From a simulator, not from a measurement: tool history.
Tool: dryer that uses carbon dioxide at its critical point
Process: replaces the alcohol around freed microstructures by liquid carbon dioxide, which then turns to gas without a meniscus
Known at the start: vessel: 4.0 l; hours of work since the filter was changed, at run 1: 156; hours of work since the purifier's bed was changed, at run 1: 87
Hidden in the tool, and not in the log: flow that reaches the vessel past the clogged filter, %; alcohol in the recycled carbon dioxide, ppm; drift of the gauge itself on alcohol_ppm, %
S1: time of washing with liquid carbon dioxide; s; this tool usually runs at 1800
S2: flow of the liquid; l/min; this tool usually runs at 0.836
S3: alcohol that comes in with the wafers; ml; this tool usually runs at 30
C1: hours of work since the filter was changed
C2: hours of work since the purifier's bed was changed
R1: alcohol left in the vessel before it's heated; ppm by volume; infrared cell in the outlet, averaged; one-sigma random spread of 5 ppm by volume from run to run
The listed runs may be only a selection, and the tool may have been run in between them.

run  hour    S1     S2  S3   C1   C2  R1
  1   0.0  1800  0.836  30  156   87  50
  2   6.6  2580  0.836  30  158   89  13
  3  15.2  1800  0.836  30  161   92  51
  4  26.8  1800  0.836  60  164   96  87
  5  37.9  1800  0.836  60  168   99  92
  6  43.1  1800  1.365  29  169  101  16
  7  54.8  1800  1.365  29  173  105  25
  8  61.9  2700  1.365  87  175  107  17
  9  70.3  2700  1.365  87  178  109  30
 10  79.8  2700  1.365  87  181  112  27

Same runs, no hidden state in the tool, same run-to-run variation:
run  R1
  1  25
  2   0
  3  25
  4  46
  5  48
  6   2
  7  10
  8   4
  9  15
 10  12
